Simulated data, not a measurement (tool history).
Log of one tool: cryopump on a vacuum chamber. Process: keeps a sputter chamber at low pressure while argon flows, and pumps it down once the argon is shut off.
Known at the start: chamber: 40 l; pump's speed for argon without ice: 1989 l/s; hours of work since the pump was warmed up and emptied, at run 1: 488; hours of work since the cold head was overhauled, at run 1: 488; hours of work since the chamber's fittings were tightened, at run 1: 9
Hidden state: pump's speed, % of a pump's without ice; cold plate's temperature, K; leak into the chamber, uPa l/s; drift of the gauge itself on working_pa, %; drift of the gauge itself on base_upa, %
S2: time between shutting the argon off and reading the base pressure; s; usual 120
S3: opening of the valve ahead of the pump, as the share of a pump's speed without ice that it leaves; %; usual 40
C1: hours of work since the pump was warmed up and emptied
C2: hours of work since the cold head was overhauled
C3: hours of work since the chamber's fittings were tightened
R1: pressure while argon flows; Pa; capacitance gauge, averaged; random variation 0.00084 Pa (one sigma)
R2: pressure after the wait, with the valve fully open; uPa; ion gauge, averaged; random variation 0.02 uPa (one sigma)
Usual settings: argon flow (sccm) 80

{"run": 1, "hour": 0.0, "argon flow (sccm)": 80, "S2": 120, "S3": 40, "C1": 488, "C2": 488, "C3": 9, "R1": 0.1916, "R2": 0.46}
{"run": 2, "hour": 11.4, "argon flow (sccm)": 80, "S2": 120, "S3": 40, "C1": 494, "C2": 494, "C3": 15, "R1": 0.1921, "R2": 0.49}
{"run": 3, "hour": 21.0, "argon flow (sccm)": 61, "S2": 120, "S3": 40, "C1": 499, "C2": 499, "C3": 20, "R1": 0.1462, "R2": 0.47}
{"run": 4, "hour": 31.7, "argon flow (sccm)": 61, "S2": 120, "S3": 40, "C1": 505, "C2": 505, "C3": 26, "R1": 0.147, "R2": 0.48}
{"run": 5, "hour": 51.9, "argon flow (sccm)": 121, "S2": 120, "S3": 40, "C1": 517, "C2": 517, "C3": 38, "R1": 0.292, "R2": 0.46}
{"run": 6, "hour": 66.6, "argon flow (sccm)": 80, "S2": 120, "S3": 40, "C1": 525, "C2": 525, "C3": 46, "R1": 0.193, "R2": 0.5}
{"run": 7, "hour": 79.6, "argon flow (sccm)": 80, "S2": 120, "S3": 40, "C1": 532, "C2": 532, "C3": 53, "R1": 0.1963, "R2": 0.5}
{"run": 8, "hour": 91.8, "argon flow (sccm)": 80, "S2": 120, "S3": 40, "C1": 539, "C2": 539, "C3": 60, "R1": 0.1934, "R2": 0.46}
{"run": 9, "hour": 109.9, "argon flow (sccm)": 80, "S2": 47, "S3": 40, "C1": 549, "C2": 549, "C3": 70, "R1": 0.1958, "R2": 0.86}
{"run": 10, "hour": 119.6, "argon flow (sccm)": 80, "S2": 164, "S3": 42, "C1": 555, "C2": 555, "C3": 76, "R1": 0.188, "R2": 0.43}
{"run": 11, "hour": 134.4, "argon flow (sccm)": 59, "S2": 120, "S3": 40, "C1": 563, "C2": 563, "C3": 84, "R1": 0.1446, "R2": 0.51}
{"run": 12, "hour": 154.5, "argon flow (sccm)": 59, "S2": 120, "S3": 40, "C1": 574, "C2": 574, "C3": 95, "R1": 0.1455, "R2": 0.5}
{"hour": 164.1, "done": "pump warmed up, emptied and cooled again"}
{"run": 13, "hour": 174.5, "argon flow (sccm)": 59, "S2": 120, "S3": 40, "C1": 6, "C2": 582, "C3": 104, "R1": 0.1252, "R2": 0.43}

Forecast each of these 3 alternatives for the next run:
{"run": "A", "hour": 190.6, "argon flow (sccm)": 80, "S2": 120, "S3": 34, "C1": 15, "C2": 591, "C3": 113, "R1": "?", "R2": "?"}
{"run": "B", "hour": 190.6, "argon flow (sccm)": 68, "S2": 120, "S3": 40, "C1": 15, "C2": 591, "C3": 113, "R1": "?", "R2": "?"}
{"run": "C", "hour": 190.6, "argon flow (sccm)": 59, "S2": 26, "S3": 40, "C1": 15, "C2": 591, "C3": 113, "R1": "?", "R2": "?"}

run=A R1=0.2023 R2=0.43
run=B R1=0.1441 R2=0.41
run=C R1=0.1265 R2=1.22
Without the tool's hidden state the same runs would have given:
run=A R1=0.2003 R2=0.37
run=B R1=0.1425 R2=0.35
run=C R1=0.1251 R2=1.16

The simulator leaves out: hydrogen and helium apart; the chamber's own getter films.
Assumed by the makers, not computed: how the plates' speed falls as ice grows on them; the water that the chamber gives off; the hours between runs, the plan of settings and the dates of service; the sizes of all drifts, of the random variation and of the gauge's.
